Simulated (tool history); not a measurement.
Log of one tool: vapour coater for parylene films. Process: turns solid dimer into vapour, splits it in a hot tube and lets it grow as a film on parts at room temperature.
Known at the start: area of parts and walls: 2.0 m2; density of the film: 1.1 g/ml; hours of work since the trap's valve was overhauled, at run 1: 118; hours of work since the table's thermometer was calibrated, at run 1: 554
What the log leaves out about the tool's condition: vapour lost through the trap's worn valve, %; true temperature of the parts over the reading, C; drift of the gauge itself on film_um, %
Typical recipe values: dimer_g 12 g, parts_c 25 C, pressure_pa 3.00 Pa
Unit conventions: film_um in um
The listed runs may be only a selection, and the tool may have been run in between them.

run     day  dimer_g  parts_c  pressure_pa  hours of work since the trap's valve was overhauled  hours of work since the table's thermometer was calibrated  film_um
  1   0.000       12       25         3.00                                                  118                                                         554     2.73
  2   0.471       12       25         3.00                                                  126                                                         563     2.79
  3   0.912       12       25         3.00                                                  134                                                         571     2.77
  4   1.338       12       25         3.00                                                  142                                                         578     2.74
  5   2.238       12       25         3.00                                                  158                                                         595     2.76
  6   2.925       12       25         3.00                                                  171                                                         607     2.78
  7   3.588       12       25         3.00                                                  183                                                         619     2.76
  8   4.188       12       25         3.00                                                  194                                                         630     2.80
  9   4.792       12       25         3.00                                                  205                                                         641     2.80
 10   5.642       12       25         3.00                                                  220                                                         657     2.80
 11   6.375        8       25         3.00                                                  234                                                         670     1.83
      6.750  -- trap's valve overhauled
 12   7.250       12       27         9.36                                                    9                                                         683     2.03
 13   8.175       12       25         6.39                                                   26                                                         700     2.43
 14   8.812        9       25         8.48                                                   38                                                         711     1.72
 15   9.717       21       31         2.54                                                   54                                                         728     4.20
 16  10.496       22       31         2.54                                                   68                                                         742     4.32
 17  11.262       12       26         3.00                                                   82                                                         756     2.66

4 options for the next run, each taken on its own from the tool as it stands now. Forecast them:
  A  11.817       20       25         3.00                                                   92                                                         766        ?
  B  11.817       17       26         3.00                                                   92                                                         766        ?
  C  11.817        7       26         3.29                                                   92                                                         766        ?
  D  11.817        8       25         2.05                                                   92                                                         766        ?

run  film_um
  A     4.54
  B     3.82
  C     1.52
  D     2.01
Stripped of hidden state, with their random variation kept, the same runs would have yielded:
run  film_um
  A     4.55
  B     3.83
  C     1.52
  D     2.02
